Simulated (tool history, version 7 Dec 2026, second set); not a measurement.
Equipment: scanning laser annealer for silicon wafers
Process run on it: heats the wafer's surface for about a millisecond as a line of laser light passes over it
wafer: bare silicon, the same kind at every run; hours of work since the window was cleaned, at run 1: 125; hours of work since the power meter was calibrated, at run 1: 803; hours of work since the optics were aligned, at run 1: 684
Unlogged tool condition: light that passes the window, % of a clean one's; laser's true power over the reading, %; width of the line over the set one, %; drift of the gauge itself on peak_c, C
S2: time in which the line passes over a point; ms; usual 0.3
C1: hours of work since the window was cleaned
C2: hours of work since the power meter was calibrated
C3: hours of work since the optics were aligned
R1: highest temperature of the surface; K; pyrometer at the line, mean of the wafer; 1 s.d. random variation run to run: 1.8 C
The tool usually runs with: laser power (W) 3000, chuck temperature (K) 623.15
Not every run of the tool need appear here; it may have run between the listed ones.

run 1 hour=0 | laser_power_(W)=3000 S2=0.3 chuck_temperature_(K)=623.15 | C1=125 C2=803 C3=684 | R1=1310.15
-- hour=56.2 optics aligned, line set to its width
run 2 hour=101.3 | laser_power_(W)=3212 S2=0.3 chuck_temperature_(K)=623.15 | C1=190 C2=868 C3=30 | R1=1364.15
run 3 hour=197.2 | laser_power_(W)=3212 S2=0.3 chuck_temperature_(K)=623.15 | C1=254 C2=932 C3=95 | R1=1358.15
run 4 hour=291.4 | laser_power_(W)=3212 S2=0.3 chuck_temperature_(K)=623.15 | C1=317 C2=995 C3=158 | R1=1354.15
run 5 hour=360.5 | laser_power_(W)=3212 S2=0.3 chuck_temperature_(K)=623.15 | C1=364 C2=1042 C3=204 | R1=1350.15
run 6 hour=449 | laser_power_(W)=3212 S2=0.3 chuck_temperature_(K)=623.15 | C1=423 C2=1101 C3=264 | R1=1342.15
run 7 hour=512 | laser_power_(W)=3212 S2=0.3 chuck_temperature_(K)=623.15 | C1=465 C2=1143 C3=306 | R1=1343.15
run 8 hour=572.4 | laser_power_(W)=3212 S2=0.3 chuck_temperature_(K)=623.15 | C1=506 C2=1184 C3=347 | R1=1333.15
-- hour=602.2 window over the wafer cleaned
run 9 hour=660.9 | laser_power_(W)=3212 S2=0.3 chuck_temperature_(K)=623.15 | C1=39 C2=1242 C3=405 | R1=1301.15
run 10 hour=715.6 | laser_power_(W)=2561 S2=0.3 chuck_temperature_(K)=623.15 | C1=76 C2=1279 C3=441 | R1=1151.15
run 11 hour=795.2 | laser_power_(W)=2561 S2=0.3 chuck_temperature_(K)=623.15 | C1=130 C2=1332 C3=495 | R1=1146.15
run 12 hour=882.9 | laser_power_(W)=2561 S2=0.3 chuck_temperature_(K)=623.15 | C1=188 C2=1391 C3=554 | R1=1142.15
run 13 hour=954.1 | laser_power_(W)=3000 S2=0.3 chuck_temperature_(K)=623.15 | C1=236 C2=1439 C3=602 | R1=1234.15
run 14 hour=1013.2 | laser_power_(W)=2656 S2=0.3 chuck_temperature_(K)=623.15 | C1=276 C2=1479 C3=641 | R1=1154.15
run 15 hour=1073.7 | laser_power_(W)=2656 S2=0.3 chuck_temperature_(K)=623.15 | C1=317 C2=1519 C3=682 | R1=1153.15
-- hour=1134.6 optics aligned, line set to its width
-- hour=1156.4 window over the wafer cleaned, once more
run 16 hour=1166.2 | laser_power_(W)=2656 S2=0.3 chuck_temperature_(K)=623.15 | C1=7 C2=1577 C3=20 | R1=1251.15
run 17 hour=1251.8 | laser_power_(W)=3000 S2=0.3 chuck_temperature_(K)=623.15 | C1=64 C2=1634 C3=77 | R1=1328.15
run 18 hour=1331.4 | laser_power_(W)=3000 S2=0.3 chuck_temperature_(K)=623.15 | C1=118 C2=1688 C3=131 | R1=1327.15
run 19 hour=1406.3 | laser_power_(W)=3000 S2=0.3 chuck_temperature_(K)=623.15 | C1=168 C2=1738 C3=181 | R1=1320.15
run 20 hour=1463.2 | laser_power_(W)=3000 S2=0.3 chuck_temperature_(K)=623.15 | C1=206 C2=1776 C3=219 | R1=1318.15
run 21 hour=1553.4 | laser_power_(W)=3000 S2=0.3 chuck_temperature_(K)=623.15 | C1=267 C2=1837 C3=280 | R1=1310.15
run 22 hour=1605.9 | laser_power_(W)=3099 S2=0.24 chuck_temperature_(K)=641.15 | C1=302 C2=1872 C3=315 | R1=1267.15
run 23 hour=1697.2 | laser_power_(W)=3099 S2=0.24 chuck_temperature_(K)=641.15 | C1=363 C2=1933 C3=376 | R1=1264.15
run 24 hour=1781.2 | laser_power_(W)=3237 S2=0.318 chuck_temperature_(K)=641.15 | C1=420 C2=1990 C3=433 | R1=1398.15
run 25 hour=1864.6 | laser_power_(W)=3028 S2=0.219 chuck_temperature_(K)=641.15 | C1=476 C2=2046 C3=489 | R1=1206.15
run 26 hour=1919.3 | laser_power_(W)=3138 S2=0.234 chuck_temperature_(K)=641.15 | C1=512 C2=2082 C3=526 | R1=1248.15
-- hour=1945.3 window over the wafer cleaned
run 27 hour=1972.3 | laser_power_(W)=2828 S2=0.286 chuck_temperature_(K)=593.15 | C1=18 C2=2117 C3=560 | R1=1241.15
run 28 hour=2037.4 | laser_power_(W)=3292 S2=0.358 chuck_temperature_(K)=621.15 | C1=62 C2=2160 C3=604 | R1=1475.15
run 29 hour=2078.3 | laser_power_(W)=3000 S2=0.35 chuck_temperature_(K)=636.15 | C1=89 C2=2188 C3=631 | R1=1400.15
run 30 hour=2162.9 | laser_power_(W)=2753 S2=0.292 chuck_temperature_(K)=636.15 | C1=146 C2=2245 C3=688 | R1=1265.15
-- hour=2209.6 optics aligned, line set to its width
run 31 hour=2222.5 | laser_power_(W)=2753 S2=0.292 chuck_temperature_(K)=636.15 | C1=183 C2=2281 C3=9 | R1=1265.15
run 32 hour=2307.8 | laser_power_(W)=2989 S2=0.343 chuck_temperature_(K)=651.15 | C1=240 C2=2339 C3=66 | R1=1395.15
run 33 hour=2372.6 | laser_power_(W)=3000 S2=0.3 chuck_temperature_(K)=637.15 | C1=284 C2=2382 C3=109 | R1=1326.15
run 34 hour=2444.8 | laser_power_(W)=3289 S2=0.3 chuck_temperature_(K)=661.15 | C1=332 C2=2431 C3=158 | R1=1414.15
run 35 hour=2494.2 | laser_power_(W)=2610 S2=0.3 chuck_temperature_(K)=623.15 | C1=365 C2=2464 C3=191 | R1=1214.15
run 36 hour=2555 | laser_power_(W)=2610 S2=0.3 chuck_temperature_(K)=623.15 | C1=406 C2=2505 C3=232 | R1=1211.15
run 37 hour=2607.9 | laser_power_(W)=3000 S2=0.266 chuck_temperature_(K)=611.15 | C1=442 C2=2540 C3=267 | R1=1245.15
run 38 hour=2680 | laser_power_(W)=2664 S2=0.366 chuck_temperature_(K)=611.15 | C1=490 C2=2588 C3=316 | R1=1280.15
-- hour=2732.2 window over the wafer cleaned
run 39 hour=2751.5 | laser_power_(W)=2664 S2=0.366 chuck_temperature_(K)=611.15 | C1=13 C2=2635 C3=363 | R1=1313.15
run 40 hour=2844.1 | laser_power_(W)=2664 S2=0.366 chuck_temperature_(K)=611.15 | C1=75 C2=2697 C3=425 | R1=1310.15
run 41 hour=2904.8 | laser_power_(W)=2892 S2=0.268 chuck_temperature_(K)=602.15 | C1=116 C2=2738 C3=466 | R1=1235.15

Forecast each of these 3 alternatives for the next run:
run A hour=2991.2 | laser_power_(W)=2892 S2=0.257 chuck_temperature_(K)=619.15 | C1=174 C2=2796 C3=524 | R1=?
run B hour=2991.2 | laser_power_(W)=2981 S2=0.274 chuck_temperature_(K)=623.15 | C1=174 C2=2796 C3=524 | R1=?
run C hour=2991.2 | laser_power_(W)=2650 S2=0.268 chuck_temperature_(K)=603.15 | C1=174 C2=2796 C3=524 | R1=?

run=A R1=1238.15
run=B R1=1281.15
run=C R1=1180.15
Had the tool no hidden state, the same runs would have come out as:
run=A R1=1243.15
run=B R1=1287.15
run=C R1=1185.15
